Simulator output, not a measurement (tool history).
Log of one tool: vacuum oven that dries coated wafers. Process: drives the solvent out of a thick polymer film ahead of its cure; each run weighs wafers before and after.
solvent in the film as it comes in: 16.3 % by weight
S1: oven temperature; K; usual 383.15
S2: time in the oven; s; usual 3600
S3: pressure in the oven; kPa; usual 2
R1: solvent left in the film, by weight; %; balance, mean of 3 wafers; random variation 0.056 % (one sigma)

run	hour	S1	S2	S3	R1
1	0	383.15	3600	2	2.9
2	13.2	383.15	3600	2	3.02
3	29.2	383.15	3600	1.6	2.73
4	48.4	383.15	3600	2	2.91
5	61.3	383.15	3600	2	2.94
6	78.6	383.15	3600	2	2.92
7	92.5	383.15	3600	1.31	2.59
8	114.1	383.15	3600	1.24	2.7
9	123.9	383.15	2340	1.14	4.38
10	136.3	380.15	6420	1.14	1.51
11	155.5	379.15	3240	3.61	5.29
12	172.9	379.15	3240	3.61	5.22

Forecast each of these 3 alternatives for the next run:
A	187.8	393.15	4380	1.3	?
B	187.8	396.15	3600	1.16	?
C	187.8	383.15	2160	2	?

run	R1
A	0.53
B	0.57
C	5.12
Without the tool's hidden state the same runs would have given:
run	R1
A	0.4
B	0.45
C	4.55

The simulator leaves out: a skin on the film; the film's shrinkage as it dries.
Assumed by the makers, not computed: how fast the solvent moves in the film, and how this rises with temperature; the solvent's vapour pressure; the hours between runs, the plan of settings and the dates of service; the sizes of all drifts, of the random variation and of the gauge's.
